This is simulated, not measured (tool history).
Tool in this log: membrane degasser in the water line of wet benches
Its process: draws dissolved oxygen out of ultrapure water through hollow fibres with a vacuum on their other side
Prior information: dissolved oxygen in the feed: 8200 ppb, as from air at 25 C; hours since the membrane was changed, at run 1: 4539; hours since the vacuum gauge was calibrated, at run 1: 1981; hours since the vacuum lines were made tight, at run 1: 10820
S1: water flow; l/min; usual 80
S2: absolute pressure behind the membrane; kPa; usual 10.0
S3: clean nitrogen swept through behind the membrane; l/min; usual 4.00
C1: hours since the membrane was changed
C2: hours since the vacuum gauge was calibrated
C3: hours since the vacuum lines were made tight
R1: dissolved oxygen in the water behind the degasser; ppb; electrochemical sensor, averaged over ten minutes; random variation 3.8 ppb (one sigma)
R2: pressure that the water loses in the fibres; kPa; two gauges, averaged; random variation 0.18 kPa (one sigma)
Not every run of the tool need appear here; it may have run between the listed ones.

run,hour,S1,S2,S3,C1,C2,C3,R1,R2
1,0.0,80,10.0,4.00,4539,1981,10820,390.5,31.90
2,145.5,80,10.0,4.00,4685,2127,10966,390.7,32.13
3,239.7,80,10.0,4.00,4779,2221,11060,390.2,32.34
4,425.5,80,10.0,4.00,4965,2407,11246,393.2,32.31
5,519.2,80,10.0,4.00,5058,2500,11339,392.9,31.97
6,728.2,60,10.0,4.00,5267,2710,11548,287.6,23.92
7,897.0,60,10.0,4.00,5436,2878,11717,281.7,23.93
8,1043.2,80,10.3,4.00,5582,3025,11863,405.7,32.01
9,1220.0,80,10.0,4.00,5759,3201,12040,391.3,32.30
10,1422.3,80,10.0,4.00,5962,3404,12242,387.8,32.06
# hour 1584.7: seals of the vacuum lines changed
11,1587.2,80,10.0,4.00,6124,3567,3,392.5,32.19
12,1703.1,80,10.0,4.00,6240,3682,118,396.8,32.48
13,1926.6,80,10.0,4.00,6464,3906,342,393.5,31.91
14,2094.1,80,10.0,4.00,6631,4073,509,395.2,32.50
15,2265.1,57,10.0,4.00,6802,4244,680,269.8,22.78
16,2424.7,80,10.0,3.64,6962,4404,840,415.5,32.76
17,2621.1,80,10.0,3.64,7158,4600,1036,417.9,32.06
18,2780.2,50,19.1,10.42,7317,4760,1196,218.5,20.20
19,2879.8,50,19.1,6.84,7417,4859,1295,304.8,20.07
20,3083.3,69,15.9,1.82,7621,5063,1499,954.7,28.02
21,3217.0,53,19.2,2.72,7754,5196,1632,685.4,21.70
22,3439.7,70,21.6,2.72,7977,5419,1855,986.2,28.52
23,3544.7,74,6.4,2.72,8082,5524,1960,274.5,30.32
24,3766.1,74,6.4,2.72,8303,5745,2181,278.9,29.83
25,3934.8,74,10.3,2.72,8472,5914,2350,484.5,30.22
26,4057.0,74,10.3,2.72,8594,6036,2472,487.7,30.31
27,4239.1,89,8.8,10.24,8776,6218,2654,245.4,36.55
28,4392.5,89,8.8,10.24,8930,6372,2808,246.9,36.05
29,4584.6,80,10.0,2.01,9122,6564,3000,619.3,32.98
30,4677.2,80,10.0,2.01,9214,6656,3092,628.9,32.93
31,4849.2,80,10.0,2.01,9386,6829,3265,621.6,32.57
32,4997.9,111,10.0,4.00,9535,6977,3413,572.2,45.25

Take each entry between the runs: how does the hidden state at the last listed run before it differ from the hidden state at the first listed run after it?
From run 10 to run 11: seals of the vacuum lines changed (hour 1584.7)
  air that leaks in behind the membrane, l/min: 0.0334 -> 0.0012
  measured result minus the result with no hidden state, R1: +14.4 -> +13.2 ppb; R2: +0.90 -> +0.91 kPa

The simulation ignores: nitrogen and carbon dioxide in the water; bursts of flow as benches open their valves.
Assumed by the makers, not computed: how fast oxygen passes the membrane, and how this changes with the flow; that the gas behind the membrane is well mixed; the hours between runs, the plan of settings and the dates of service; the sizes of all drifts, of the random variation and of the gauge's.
